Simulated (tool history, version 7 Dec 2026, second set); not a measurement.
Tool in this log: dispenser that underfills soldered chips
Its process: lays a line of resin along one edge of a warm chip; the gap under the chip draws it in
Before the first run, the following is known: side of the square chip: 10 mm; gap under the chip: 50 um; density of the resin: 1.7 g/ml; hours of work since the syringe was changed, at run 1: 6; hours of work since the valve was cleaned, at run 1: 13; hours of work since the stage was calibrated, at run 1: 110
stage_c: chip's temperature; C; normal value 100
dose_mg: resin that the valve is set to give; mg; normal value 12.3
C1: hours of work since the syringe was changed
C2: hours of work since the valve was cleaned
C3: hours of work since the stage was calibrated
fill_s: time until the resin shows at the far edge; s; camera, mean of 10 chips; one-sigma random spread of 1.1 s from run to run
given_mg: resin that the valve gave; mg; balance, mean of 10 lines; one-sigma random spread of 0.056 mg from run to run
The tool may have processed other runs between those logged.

run 1 hour=0.0 | stage_c=100 dose_mg=12.3 | C1=6 C2=13 C3=110 | fill_s=143.4 given_mg=12.14
-- hour=6.2 new syringe of resin
run 2 hour=12.8 | stage_c=100 dose_mg=12.3 | C1=5 C2=23 C3=119 | fill_s=140.2 given_mg=12.22
-- hour=19.7 new syringe of resin
run 3 hour=25.9 | stage_c=100 dose_mg=12.3 | C1=5 C2=33 C3=129 | fill_s=139.7 given_mg=12.06
-- hour=32.8 new syringe of resin
run 4 hour=34.1 | stage_c=103 dose_mg=12.3 | C1=1 C2=39 C3=135 | fill_s=104.3 given_mg=11.99
run 5 hour=40.9 | stage_c=103 dose_mg=12.3 | C1=6 C2=44 C3=140 | fill_s=137.6 given_mg=11.76
-- hour=45.9 new syringe of resin
run 6 hour=49.8 | stage_c=103 dose_mg=12.3 | C1=3 C2=50 C3=147 | fill_s=116.4 given_mg=11.87
run 7 hour=55.9 | stage_c=100 dose_mg=12.3 | C1=8 C2=55 C3=152 | fill_s=163.3 given_mg=11.94
-- hour=59.2 new syringe of resin
run 8 hour=68.0 | stage_c=100 dose_mg=12.3 | C1=7 C2=64 C3=161 | fill_s=153.4 given_mg=11.75
-- hour=72.3 new syringe of resin
run 9 hour=80.0 | stage_c=100 dose_mg=12.3 | C1=6 C2=73 C3=169 | fill_s=149.3 given_mg=11.69
-- hour=86.1 new syringe of resin
run 10 hour=88.6 | stage_c=86 dose_mg=12.3 | C1=2 C2=79 C3=176 | fill_s=178.2 given_mg=11.69
run 11 hour=95.0 | stage_c=86 dose_mg=12.3 | C1=7 C2=84 C3=181 | fill_s=237.2 given_mg=11.67
-- hour=99.8 new syringe of resin
run 12 hour=108.3 | stage_c=86 dose_mg=12.3 | C1=7 C2=94 C3=191 | fill_s=228.9 given_mg=11.58
-- hour=112.9 new syringe of resin
run 13 hour=114.3 | stage_c=86 dose_mg=12.3 | C1=1 C2=98 C3=195 | fill_s=168.7 given_mg=11.49
-- hour=126.2 new syringe of resin
run 14 hour=127.2 | stage_c=114 dose_mg=14.6 | C1=1 C2=108 C3=205 | fill_s=77.6 given_mg=13.58
run 15 hour=138.6 | stage_c=100 dose_mg=11.0 | C1=9 C2=117 C3=213 | fill_s=192.1 given_mg=10.28

Here are 3 independent what-if runs from the current tool condition. What would each one return?
-- hour=139.6 new syringe of resin
-- hour=144.0 dispensing valve cleaned and set on the balance
run A hour=147.0 | stage_c=101 dose_mg=15.3 | C1=5 C2=2 C3=219 | fill_s=? given_mg=?
-- hour=139.6 new syringe of resin
-- hour=144.0 dispensing valve cleaned and set on the balance
run B hour=147.0 | stage_c=90 dose_mg=13.1 | C1=5 C2=2 C3=219 | fill_s=? given_mg=?
-- hour=139.6 new syringe of resin
-- hour=144.0 dispensing valve cleaned and set on the balance
run C hour=147.0 | stage_c=105 dose_mg=14.1 | C1=5 C2=2 C3=219 | fill_s=? given_mg=?

run=A fill_s=131.4 given_mg=15.35
run=B fill_s=183.8 given_mg=13.16
run=C fill_s=122.6 given_mg=14.18
Take away the tool's hidden state, keep each run's random variation, and the runs would have read:
run=A fill_s=96.7 given_mg=15.33
run=B fill_s=135.1 given_mg=13.14
run=C fill_s=90.1 given_mg=14.16

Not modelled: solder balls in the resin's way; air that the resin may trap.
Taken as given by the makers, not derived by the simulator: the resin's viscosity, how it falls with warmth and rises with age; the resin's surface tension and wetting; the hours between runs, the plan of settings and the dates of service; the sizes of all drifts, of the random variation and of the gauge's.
